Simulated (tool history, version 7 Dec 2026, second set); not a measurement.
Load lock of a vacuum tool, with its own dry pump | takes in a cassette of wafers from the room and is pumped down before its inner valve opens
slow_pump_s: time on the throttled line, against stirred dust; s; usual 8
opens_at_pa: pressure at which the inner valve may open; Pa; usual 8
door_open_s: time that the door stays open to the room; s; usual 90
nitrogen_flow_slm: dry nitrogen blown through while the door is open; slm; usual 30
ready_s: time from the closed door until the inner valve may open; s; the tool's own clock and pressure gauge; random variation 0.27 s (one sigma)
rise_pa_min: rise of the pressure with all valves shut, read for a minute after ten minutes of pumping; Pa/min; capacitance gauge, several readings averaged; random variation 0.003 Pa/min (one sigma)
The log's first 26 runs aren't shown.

run	day	slow_pump_s	opens_at_pa	door_open_s	nitrogen_flow_slm	incoming humidity of the room's air, %	ready_s	rise_pa_min
27	389.788	5	13	29	22	45.0	16.8	0.072
28	401.562	8	8	146	30	43.4	19.7	0.109
29	416.762	8	8	146	30	48.2	19.8	0.126
30	436.567	10	10	31	36	42.2	21.0	0.088
31	455.954	5	10	33	34	44.7	17.0	0.110
32	472.654	8	8	90	6	45.8	20.2	0.181
33	491.892	7	8	90	23	44.7	18.9	0.162
34	506.708	5	10	68	18	43.4	17.1	0.163
35	522.600	5	10	68	18	38.9	17.3	0.178
36	542.604	5	10	51	18	40.0	17.3	0.186

5 ways to go on from here, each from the tool as it stands after run 36. What would each give?
A	560.638	5	11	65	23	44.3	?	?
B	560.638	8	8	70	22	43.8	?	?
C	560.638	5	9	50	18	43.0	?	?
D	560.638	5	9	140	45	45.7	?	?
E	560.638	8	8	90	18	43.0	?	?

run	ready_s	rise_pa_min
A	17.3	0.216
B	19.9	0.209
C	17.9	0.216
D	17.1	0.213
E	20.2	0.225
Without the tool's hidden state the same runs would have given:
run	ready_s	rise_pa_min
A	16.3	0.052
B	18.9	0.047
C	16.8	0.049
D	16.1	0.048
E	19.1	0.059
